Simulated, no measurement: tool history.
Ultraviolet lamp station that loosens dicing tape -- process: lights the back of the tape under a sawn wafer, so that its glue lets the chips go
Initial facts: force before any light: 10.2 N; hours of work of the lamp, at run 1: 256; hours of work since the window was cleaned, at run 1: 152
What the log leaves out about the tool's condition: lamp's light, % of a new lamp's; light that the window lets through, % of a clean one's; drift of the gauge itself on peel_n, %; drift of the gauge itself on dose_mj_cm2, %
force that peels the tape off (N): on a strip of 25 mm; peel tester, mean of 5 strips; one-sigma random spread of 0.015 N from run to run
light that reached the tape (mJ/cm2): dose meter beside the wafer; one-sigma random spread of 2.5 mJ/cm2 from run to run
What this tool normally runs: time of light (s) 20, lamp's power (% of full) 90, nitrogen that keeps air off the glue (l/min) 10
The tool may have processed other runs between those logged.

run,day,time of light (s),lamp's power (% of full),nitrogen that keeps air off the glue (l/min),hours of work of the lamp,hours of work since the window was cleaned,force that peels the tape off (N),light that reached the tape (mJ/cm2)
1,0.000,20,90,10,256,152,0.982,272
2,0.442,20,90,10,263,159,0.972,269
3,0.696,20,90,10,267,163,1.000,271
4,1.138,20,90,10,274,170,1.007,268
5,1.425,20,90,10,279,175,1.067,268
6,1.717,20,90,10,283,179,1.036,270
7,1.933,20,90,10,287,183,1.054,265
8,2.375,20,67,10,294,190,1.763,197
9,2.575,12,67,10,297,193,3.571,118
10,2.838,37,90,10,301,197,0.318,490
11,3.275,20,66,10,308,204,1.865,191
12,3.579,14,81,16,313,209,1.852,164
13,3.842,14,81,16,317,213,1.804,161
14,4.225,14,81,16,323,219,1.864,160
15,4.554,21,84,10,328,224,1.186,258
16,4.846,21,84,10,333,229,1.128,252
17,5.158,21,84,10,338,234,1.116,254
18,5.579,20,90,10,345,240,1.092,253
19,5.779,20,86,4,348,244,2.318,246
20,6.008,28,84,7,351,247,0.884,332
21,6.371,23,82,4,357,253,1.984,267

Measured less the same run without the tool's hidden state. The same run-to-run variation is in both; the gauge's scatter may not be:
run,force that peels the tape off (N),light that reached the tape (mJ/cm2)
1,+0.258,-44
2,+0.262,-45
3,+0.275,-45
4,+0.281,-47
5,+0.305,-48
6,+0.297,-49
7,+0.310,-49
8,+0.466,-38
9,+0.654,-23
10,+0.061,-97
11,+0.510,-40
12,+0.517,-35
13,+0.511,-34
14,+0.536,-36
15,+0.391,-57
16,+0.379,-57
17,+0.381,-59
18,+0.380,-61
19,+0.658,-59
20,+0.319,-81
21,+0.610,-66

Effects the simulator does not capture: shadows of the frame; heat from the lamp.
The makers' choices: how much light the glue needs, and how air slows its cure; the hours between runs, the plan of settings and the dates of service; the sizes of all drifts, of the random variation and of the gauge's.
